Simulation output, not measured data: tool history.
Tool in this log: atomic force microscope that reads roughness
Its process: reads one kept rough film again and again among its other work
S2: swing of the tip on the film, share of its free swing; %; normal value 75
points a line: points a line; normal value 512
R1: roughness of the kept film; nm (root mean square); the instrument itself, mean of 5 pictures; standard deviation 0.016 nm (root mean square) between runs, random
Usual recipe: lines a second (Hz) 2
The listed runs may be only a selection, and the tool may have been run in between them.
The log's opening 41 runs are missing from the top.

At hour 552.5: new tip fitted.
Run 42, hour 557.7: usual settings but lines a second (Hz) 3.5, S2 58 %, points a line 481. Result: R1 3.87 nm (root mean square).
Run 43, hour 571: usual settings but lines a second (Hz) 1.27, S2 80 %, points a line 803. Result: R1 3.708 nm (root mean square).
Run 44, hour 587.6: usual settings but lines a second (Hz) 2.07, S2 55 %, points a line 518. Result: R1 3.777 nm (root mean square).
Run 45, hour 603: usual settings but lines a second (Hz) 2.07, S2 55 %, points a line 518. Result: R1 3.674 nm (root mean square).
Run 46, hour 615.1: usual settings but lines a second (Hz) 1.3, S2 59 %. Result: R1 3.602 nm (root mean square).
Run 47, hour 624.9: usual settings but lines a second (Hz) 1.2. Result: R1 3.428 nm (root mean square).
Run 48, hour 642.1: usual settings but lines a second (Hz) 1.2. Result: R1 3.328 nm (root mean square).
At hour 644.4: new tip fitted.
Run 49, hour 658.8: usual settings but lines a second (Hz) 1.91, points a line 463. Result: R1 3.621 nm (root mean square).
Run 50, hour 668.7: usual settings but lines a second (Hz) 1.24, points a line 463. Result: R1 3.677 nm (root mean square).
Run 51, hour 687.8: usual settings but lines a second (Hz) 2.5, S2 61 %. Result: R1 3.582 nm (root mean square).
Run 52, hour 699.1: usual settings but lines a second (Hz) 2.5, S2 61 %. Result: R1 3.479 nm (root mean square).

Consider 5 possible next runs. They are alternatives, not a sequence: every one starts from the tool as it was left by run 52. What does each give?
Run A, hour 708.6: usual settings but lines a second (Hz) 0.64, S2 78 %, points a line 736. Result: R1 ?.
Run B, hour 708.6: usual settings but lines a second (Hz) 0.97, S2 55 %, points a line 270. Result: R1 ?.
Run C, hour 708.6: usual settings but S2 63 %. Result: R1 ?.
Run D, hour 708.6: usual settings but lines a second (Hz) 2.5, S2 77 %, points a line 417. Result: R1 ?.
Run E, hour 708.6: usual settings but lines a second (Hz) 0.73, S2 80 %, points a line 987. Result: R1 ?.

run     R1
  A  3.535
  B  3.558
  C  3.482
  D  3.164
  E  3.494
The same runs, with their run-to-run variation unchanged, on a tool lacking any hidden condition would have given:
run     R1
  A  4.061
  B  4.087
  C  3.998
  D  3.633
  E  4.013
